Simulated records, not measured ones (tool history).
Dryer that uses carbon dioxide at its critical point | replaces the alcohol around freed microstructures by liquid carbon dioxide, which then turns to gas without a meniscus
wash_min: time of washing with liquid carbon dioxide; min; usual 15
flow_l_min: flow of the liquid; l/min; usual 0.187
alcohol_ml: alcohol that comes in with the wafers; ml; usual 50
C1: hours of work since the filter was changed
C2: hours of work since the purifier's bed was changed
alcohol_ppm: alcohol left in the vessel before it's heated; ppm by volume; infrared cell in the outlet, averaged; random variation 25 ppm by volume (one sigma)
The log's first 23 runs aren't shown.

{"run": 24, "hour": 796.7, "wash_min": 18, "flow_l_min": 0.211, "alcohol_ml": 50, "C1": 182, "C2": 470, "alcohol_ppm": 655}
{"run": 25, "hour": 830.1, "wash_min": 9, "flow_l_min": 0.245, "alcohol_ml": 50, "C1": 199, "C2": 487, "alcohol_ppm": 4659}
{"run": 26, "hour": 856.6, "wash_min": 9, "flow_l_min": 0.245, "alcohol_ml": 114, "C1": 213, "C2": 501, "alcohol_ppm": 10564}
{"run": 27, "hour": 888.5, "wash_min": 13, "flow_l_min": 0.245, "alcohol_ml": 114, "C1": 229, "C2": 517, "alcohol_ppm": 2869}
{"run": 28, "hour": 910.6, "wash_min": 10, "flow_l_min": 0.245, "alcohol_ml": 28, "C1": 240, "C2": 528, "alcohol_ppm": 2034}
{"run": 29, "hour": 936.7, "wash_min": 14, "flow_l_min": 0.187, "alcohol_ml": 50, "C1": 253, "C2": 541, "alcohol_ppm": 2881}
{"hour": 944.0, "done": "inlet filter changed"}
{"run": 30, "hour": 976.1, "wash_min": 14, "flow_l_min": 0.187, "alcohol_ml": 50, "C1": 16, "C2": 561, "alcohol_ppm": 2405}
{"run": 31, "hour": 1004.0, "wash_min": 23, "flow_l_min": 0.187, "alcohol_ml": 37, "C1": 30, "C2": 575, "alcohol_ppm": 335}
{"run": 32, "hour": 1037.0, "wash_min": 22, "flow_l_min": 0.187, "alcohol_ml": 62, "C1": 47, "C2": 592, "alcohol_ppm": 538}
{"run": 33, "hour": 1082.6, "wash_min": 10, "flow_l_min": 0.214, "alcohol_ml": 22, "C1": 70, "C2": 615, "alcohol_ppm": 2190}
{"run": 34, "hour": 1116.3, "wash_min": 10, "flow_l_min": 0.214, "alcohol_ml": 22, "C1": 87, "C2": 632, "alcohol_ppm": 2218}
{"hour": 1160.3, "done": "purifier's bed changed"}
{"run": 35, "hour": 1163.9, "wash_min": 22, "flow_l_min": 0.187, "alcohol_ml": 43, "C1": 110, "C2": 2, "alcohol_ppm": 242}
{"run": 36, "hour": 1191.3, "wash_min": 15, "flow_l_min": 0.187, "alcohol_ml": 71, "C1": 124, "C2": 16, "alcohol_ppm": 2524}
{"run": 37, "hour": 1220.5, "wash_min": 15, "flow_l_min": 0.187, "alcohol_ml": 71, "C1": 138, "C2": 30, "alcohol_ppm": 2589}
{"run": 38, "hour": 1262.6, "wash_min": 15, "flow_l_min": 0.187, "alcohol_ml": 71, "C1": 160, "C2": 52, "alcohol_ppm": 2780}
{"run": 39, "hour": 1288.0, "wash_min": 24, "flow_l_min": 0.166, "alcohol_ml": 24, "C1": 173, "C2": 65, "alcohol_ppm": 211}
{"run": 40, "hour": 1332.0, "wash_min": 15, "flow_l_min": 0.187, "alcohol_ml": 22, "C1": 195, "C2": 87, "alcohol_ppm": 899}
{"run": 41, "hour": 1355.9, "wash_min": 15, "flow_l_min": 0.187, "alcohol_ml": 22, "C1": 207, "C2": 99, "alcohol_ppm": 914}
{"run": 42, "hour": 1394.9, "wash_min": 15, "flow_l_min": 0.187, "alcohol_ml": 22, "C1": 227, "C2": 119, "alcohol_ppm": 923}
{"run": 43, "hour": 1431.9, "wash_min": 15, "flow_l_min": 0.187, "alcohol_ml": 67, "C1": 245, "C2": 137, "alcohol_ppm": 2853}
{"hour": 1456.4, "done": "inlet filter changed"}
{"run": 44, "hour": 1459.8, "wash_min": 15, "flow_l_min": 0.117, "alcohol_ml": 52, "C1": 2, "C2": 151, "alcohol_ppm": 8536}
{"run": 45, "hour": 1489.4, "wash_min": 10, "flow_l_min": 0.127, "alcohol_ml": 52, "C1": 17, "C2": 166, "alcohol_ppm": 16588}
{"run": 46, "hour": 1532.0, "wash_min": 13, "flow_l_min": 0.166, "alcohol_ml": 32, "C1": 38, "C2": 188, "alcohol_ppm": 2967}

3 ways to go on from here, each from the tool as it stands after run 46. What would each give?
{"run": "A", "hour": 1561.4, "wash_min": 13, "flow_l_min": 0.19, "alcohol_ml": 48, "C1": 53, "C2": 202, "alcohol_ppm": "?"}
{"run": "B", "hour": 1561.4, "wash_min": 16, "flow_l_min": 0.147, "alcohol_ml": 112, "C1": 53, "C2": 202, "alcohol_ppm": "?"}
{"run": "C", "hour": 1561.4, "wash_min": 18, "flow_l_min": 0.166, "alcohol_ml": 32, "C1": 53, "C2": 202, "alcohol_ppm": "?"}

run=A alcohol_ppm=2728
run=B alcohol_ppm=7806
run=C alcohol_ppm=943
Without the tool's hidden state the same runs would have given:
run=A alcohol_ppm=2499
run=B alcohol_ppm=7293
run=C alcohol_ppm=810

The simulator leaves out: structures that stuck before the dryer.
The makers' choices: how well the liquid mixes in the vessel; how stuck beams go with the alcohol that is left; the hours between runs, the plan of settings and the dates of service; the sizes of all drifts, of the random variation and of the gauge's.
